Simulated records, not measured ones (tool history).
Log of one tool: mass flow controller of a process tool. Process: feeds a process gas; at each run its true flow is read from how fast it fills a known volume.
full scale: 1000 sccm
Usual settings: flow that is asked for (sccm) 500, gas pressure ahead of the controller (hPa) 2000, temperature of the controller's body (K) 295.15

run	hour	flow that is asked for (sccm)	gas pressure ahead of the controller (hPa)	temperature of the controller's body (K)	true flow (%)
1	0.0	500	2000	295.15	93.80
2	182.0	500	2000	302.15	93.51
# hour 305.9: controller exchanged for a calibrated one
3	376.6	500	2000	302.15	99.10
4	479.2	500	2000	311.15	98.63
5	604.4	500	2000	311.15	98.74
6	730.4	500	2000	311.15	98.49
7	895.1	332	2000	295.15	98.54
8	1050.5	332	1820	295.15	98.56
9	1167.2	500	2000	295.15	98.56
10	1328.9	500	2000	295.15	98.55
11	1435.8	500	2000	295.15	98.65
12	1623.6	157	2000	295.15	97.19
13	1712.5	157	2000	295.15	97.17
14	1816.5	157	2000	295.15	96.93
15	1934.1	500	2000	295.15	98.14
16	2062.1	500	2000	295.15	98.18
17	2255.5	500	2000	295.15	97.96
18	2452.9	500	2000	295.15	97.83
19	2535.9	500	2000	295.15	97.65
20	2656.9	500	2000	295.15	97.63
21	2849.8	500	2000	295.15	97.50
22	3009.4	500	2000	295.15	97.45
23	3098.9	500	2000	295.15	97.37
24	3257.2	500	2000	295.15	97.46
25	3442.1	500	2000	295.15	97.22
26	3551.7	500	2760	313.15	96.21
27	3684.5	500	2490	304.15	96.49
28	3803.6	172	1660	304.15	94.80
29	3987.0	721	1660	302.15	97.32
30	4107.6	470	1510	304.15	96.72
31	4214.0	470	1510	304.15	96.54
32	4357.6	470	1510	304.15	96.48
33	4440.6	470	1510	304.15	96.33
34	4521.9	110	2000	305.15	92.40
35	4664.8	110	2000	305.15	92.16
36	4847.1	112	2230	307.15	91.84
37	5001.9	130	2710	307.15	91.89
38	5173.0	110	2220	306.15	91.35
39	5363.1	110	2220	306.15	91.11
40	5464.0	440	1420	311.15	95.44
41	5599.9	440	1420	311.15	95.39
42	5795.8	440	1420	311.15	95.21
43	5951.5	147	2560	297.15	91.60
44	6089.6	134	1630	309.15	91.17
45	6272.8	599	1580	309.15	95.38
46	6366.3	598	2000	307.15	95.15
47	6504.1	436	2330	295.15	94.58

Forecast each of these 4 alternatives for the next run:
A	6654.5	500	2570	297.15	?
B	6654.5	103	1420	294.15	?
C	6654.5	265	2000	295.15	?
D	6654.5	762	1730	295.15	?

run	true flow (%)
A	94.60
B	89.50
C	93.26
D	95.94
Without the tool's hidden state the same runs would have given:
run	true flow (%)
A	98.98
B	99.03
C	98.83
D	99.86
